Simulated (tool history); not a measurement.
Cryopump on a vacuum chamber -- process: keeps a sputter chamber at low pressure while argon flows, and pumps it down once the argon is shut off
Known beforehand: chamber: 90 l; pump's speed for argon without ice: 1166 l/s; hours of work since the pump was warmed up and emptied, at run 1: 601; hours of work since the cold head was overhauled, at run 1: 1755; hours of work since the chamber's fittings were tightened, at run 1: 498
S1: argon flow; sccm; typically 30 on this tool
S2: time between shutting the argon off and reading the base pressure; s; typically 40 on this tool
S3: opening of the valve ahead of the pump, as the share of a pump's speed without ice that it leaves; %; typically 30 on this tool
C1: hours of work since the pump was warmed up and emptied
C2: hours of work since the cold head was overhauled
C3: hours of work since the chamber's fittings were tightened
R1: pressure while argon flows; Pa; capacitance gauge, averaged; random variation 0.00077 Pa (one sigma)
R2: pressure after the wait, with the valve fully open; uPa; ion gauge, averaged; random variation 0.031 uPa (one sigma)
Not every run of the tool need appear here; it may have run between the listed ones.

Run 1, day 0.000: usual settings; C1 601; C2 1755; C3 498. Result: R1 0.1506 Pa, R2 1.91 uPa.
Run 2, day 2.179: usual settings; C1 640; C2 1793; C3 536. Result: R1 0.1518 Pa, R2 2.02 uPa.
Run 3, day 4.479: usual settings; C1 680; C2 1834; C3 576. Result: R1 0.1517 Pa, R2 1.89 uPa.
Run 4, day 6.588: usual settings; C1 717; C2 1871; C3 613. Result: R1 0.1533 Pa, R2 1.94 uPa.
Run 5, day 9.433: usual settings; C1 767; C2 1921; C3 663. Result: R1 0.1530 Pa, R2 1.97 uPa.
Run 6, day 12.871: usual settings but S3 27 %; C1 827; C2 1981; C3 723. Result: R1 0.1713 Pa, R2 2.03 uPa.
Run 7, day 15.183: usual settings but S3 27 %; C1 867; C2 2021; C3 764. Result: R1 0.1718 Pa, R2 2.01 uPa.
Run 8, day 18.288: usual settings but S1 18 sccm; C1 922; C2 2076; C3 818. Result: R1 0.0932 Pa, R2 2.08 uPa.
Run 9, day 20.533: usual settings but S1 25 sccm; C1 961; C2 2115; C3 858. Result: R1 0.1304 Pa, R2 2.18 uPa.
Run 10, day 22.054: usual settings but S1 25 sccm; C1 988; C2 2142; C3 884. Result: R1 0.1303 Pa, R2 2.10 uPa.
Run 11, day 24.838: usual settings; C1 1037; C2 2190; C3 933. Result: R1 0.1571 Pa, R2 2.15 uPa.
Run 12, day 27.096: usual settings; C1 1076; C2 2230; C3 973. Result: R1 0.1588 Pa, R2 2.13 uPa.
At day 27.717: pump warmed up, emptied and cooled again.
Run 13, day 29.642: usual settings; C1 34; C2 2271; C3 1014. Result: R1 0.1462 Pa, R2 2.01 uPa.
Run 14, day 32.525: usual settings; C1 84; C2 2322; C3 1064. Result: R1 0.1474 Pa, R2 2.15 uPa.
Run 15, day 35.938: usual settings but S3 41 %; C1 144; C2 2381; C3 1124. Result: R1 0.1076 Pa, R2 2.07 uPa.
Run 16, day 37.500: usual settings but S3 41 %; C1 171; C2 2409; C3 1151. Result: R1 0.1091 Pa, R2 2.10 uPa.
Run 17, day 40.438: usual settings but S3 41 %; C1 223; C2 2460; C3 1203. Result: R1 0.1087 Pa, R2 2.08 uPa.
Run 18, day 43.471: usual settings but S3 41 %; C1 276; C2 2513; C3 1256. Result: R1 0.1098 Pa, R2 2.16 uPa.
At day 45.354: leaking fittings of the chamber tightened, without venting.
Run 19, day 45.712: usual settings but S1 19 sccm, S2 153 s, S3 27 %; C1 314; C2 2551; C3 6. Result: R1 0.1040 Pa, R2 0.68 uPa.
Run 20, day 47.329: usual settings but S1 19 sccm, S2 153 s, S3 27 %; C1 342; C2 2579; C3 35. Result: R1 0.1047 Pa, R2 0.70 uPa.
Run 21, day 50.246: usual settings but S1 19 sccm, S2 44 s, S3 27 %; C1 393; C2 2631; C3 86. Result: R1 0.1060 Pa, R2 1.58 uPa.
Run 22, day 51.896: usual settings but S1 19 sccm, S2 44 s, S3 27 %; C1 422; C2 2659; C3 115. Result: R1 0.1054 Pa, R2 1.63 uPa.
Run 23, day 53.508: usual settings but S1 20 sccm, S2 44 s, S3 25 %; C1 450; C2 2688; C3 143. Result: R1 0.1200 Pa, R2 1.61 uPa.
Run 24, day 55.842: usual settings but S1 19 sccm, S2 184 s, S3 21 %; C1 491; C2 2729; C3 184. Result: R1 0.1357 Pa, R2 0.71 uPa.
Run 25, day 58.954: usual settings but S1 19 sccm, S2 184 s, S3 21 %; C1 546; C2 2783; C3 238. Result: R1 0.1362 Pa, R2 0.70 uPa.
Run 26, day 61.092: usual settings but S1 29 sccm, S2 67 s, S3 27 %; C1 583; C2 2821; C3 276. Result: R1 0.1624 Pa, R2 1.25 uPa.
Run 27, day 64.175: usual settings but S1 40 sccm, S3 27 %; C1 637; C2 2875; C3 330. Result: R1 0.2251 Pa, R2 1.87 uPa.
Run 28, day 67.371: usual settings but S1 40 sccm, S3 27 %; C1 693; C2 2931; C3 386. Result: R1 0.2261 Pa, R2 1.80 uPa.

What will run 29 give?
Run 29, day 70.658: usual settings but S1 40 sccm, S3 27 %; C1 751; C2 2988; C3 443. Result: R1 ?, R2 ?.

{"run 29": {"R1": 0.2271, "R2": 1.89}}
With no hidden state in the tool, this same run would have given R1 0.2142 Pa, R2 1.60 uPa.

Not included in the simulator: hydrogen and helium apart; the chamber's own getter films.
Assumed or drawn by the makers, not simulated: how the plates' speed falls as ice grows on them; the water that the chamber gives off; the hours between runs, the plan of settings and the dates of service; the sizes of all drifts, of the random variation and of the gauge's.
